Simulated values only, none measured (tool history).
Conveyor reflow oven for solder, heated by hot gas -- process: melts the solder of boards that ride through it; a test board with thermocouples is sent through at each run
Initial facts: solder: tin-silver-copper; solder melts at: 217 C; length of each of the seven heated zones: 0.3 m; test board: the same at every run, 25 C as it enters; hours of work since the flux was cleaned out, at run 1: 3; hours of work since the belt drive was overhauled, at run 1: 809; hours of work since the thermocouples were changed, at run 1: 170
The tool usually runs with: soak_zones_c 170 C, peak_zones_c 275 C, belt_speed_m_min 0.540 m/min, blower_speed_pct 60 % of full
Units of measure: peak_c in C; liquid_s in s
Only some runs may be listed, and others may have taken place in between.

run   hour  soak_zones_c  peak_zones_c  belt_speed_m_min  blower_speed_pct  hours of work since the flux was cleaned out  hours of work since the belt drive was overhauled  hours of work since the thermocouples were changed  peak_c  liquid_s
  1    0.0           170           275             0.540                60                                             3                                                809                                                 170   256.9      51.6
  2   20.5           170           275             0.540                60                                            14                                                820                                                 181   257.0      51.4
  3   58.5           170           271             0.540                60                                            34                                                840                                                 201   253.8      49.9
  4   93.8           170           275             0.540                60                                            52                                                858                                                 219   256.6      51.3
  5  113.5           170           275             0.540                60                                            62                                                868                                                 230   256.4      51.3
  6  142.7           170           275             0.540                60                                            78                                                884                                                 245   256.8      51.2
  7  169.3           170           289             0.540                60                                            92                                                898                                                 259   269.3      57.8
  8  190.4           170           289             0.540                60                                           103                                                909                                                 270   269.4      57.3
  9  219.5           170           289             0.540                60                                           118                                                924                                                 285   269.1      57.4
 10  241.0           170           281             0.540                69                                           129                                                935                                                 296   265.3      56.0
 11  258.9           170           287             0.540                86                                           138                                                944                                                 306   275.5      59.8
 12  283.1           170           287             0.540                86                                           151                                                957                                                 318   275.4      60.0
 13  305.4           170           287             0.540                60                                           163                                                969                                                 330   267.1      56.6
 14  333.3           170           287             0.540                60                                           177                                                983                                                 344   266.9      56.9
 15  371.9           174           275             0.540                60                                           197                                               1003                                                 365   257.3      52.3
 16  410.3           170           287             0.455                67                                           218                                               1024                                                 385   275.0      72.0
 17  436.3           166           275             0.571                60                                           231                                               1037                                                 398   253.1      44.7

What if the next run were any one of these 4? Each begins from the tool's condition after run 17:
  A  461.2           170           275             0.438                60                                           244                                               1050                                                 411       ?         ?
  B  461.2           166           271             0.571                60                                           244                                               1050                                                 411       ?         ?
  C  461.2           174           275             0.540                60                                           244                                               1050                                                 411       ?         ?
  D  461.2           170           277             0.451                70                                           244                                               1050                                                 411       ?         ?

run  peak_c  liquid_s
  A   263.6      68.9
  B   250.0      43.2
  C   257.4      52.9
  D   267.6      68.8
The same runs, with their run-to-run variation unchanged, on a tool lacking any hidden condition would have given:
run  peak_c  liquid_s
  A   263.2      68.2
  B   250.0      43.1
  C   257.3      52.5
  D   267.3      68.2
